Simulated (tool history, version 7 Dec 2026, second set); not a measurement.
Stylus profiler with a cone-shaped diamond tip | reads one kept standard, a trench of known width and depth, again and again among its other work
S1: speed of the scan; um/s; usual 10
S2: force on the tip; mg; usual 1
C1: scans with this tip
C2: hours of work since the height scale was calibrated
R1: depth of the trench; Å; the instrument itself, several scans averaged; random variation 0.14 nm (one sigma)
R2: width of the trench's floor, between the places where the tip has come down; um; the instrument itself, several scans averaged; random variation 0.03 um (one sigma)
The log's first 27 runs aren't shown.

run	hour	S1	S2	C1	C2	R1	R2
28	414.5	4	0.51	4112	354	5026.8	26.54
29	431.6	21	2.5	4227	364	5076.6	26.53
30	446.2	21	2.5	4325	373	5075.9	26.54
31	456.1	21	2.5	4391	378	5077.1	26.59
32	472.9	21	2.5	4504	388	5077.4	26.5
33	482.9	27	0.84	4572	394	5034.4	26.46
34	499.4	27	0.84	4682	403	5035.9	26.39
35	518.1	22	1.63	4808	414	5054.5	26.44
36	528.2	22	2.93	4876	420	5087.5	26.48
37	545.7	22	0.37	4993	430	5018.8	26.35
38	564.5	9	0.67	5120	441	5028.5	26.47
39	582.4	9	0.67	5240	451	5029.5	26.49
40	601.1	9	0.67	5366	462	5028.2	26.47
41	621.7	9	0.67	5504	474	5028.5	26.47
42	637.1	6	2.7	5608	483	5079.7	26.48
43	655.1	14	0.91	5729	494	5037.3	26.4
44	671.8	25	1.79	5841	503	5059.2	26.37
45	692.6	25	1.79	5980	515	5056.9	26.44
46	710.6	25	1.79	6102	526	5057.5	26.32

Forecast each of these 5 alternatives for the next run:
A	724	3	0.93	6191	533	?	?
B	724	18	0.71	6191	533	?	?
C	724	10	0.63	6191	533	?	?
D	724	36	0.34	6191	533	?	?
E	724	12	2.07	6191	533	?	?

run	R1	R2
A	5037.4	26.46
B	5031.1	26.28
C	5024.7	26.39
D	5017.7	26.05
E	5063.5	26.44
Without the tool's hidden state the same runs would have given:
run	R1	R2
A	5041.1	27
B	5034.8	26.82
C	5028.5	26.93
D	5021.4	26.59
E	5067.3	26.98

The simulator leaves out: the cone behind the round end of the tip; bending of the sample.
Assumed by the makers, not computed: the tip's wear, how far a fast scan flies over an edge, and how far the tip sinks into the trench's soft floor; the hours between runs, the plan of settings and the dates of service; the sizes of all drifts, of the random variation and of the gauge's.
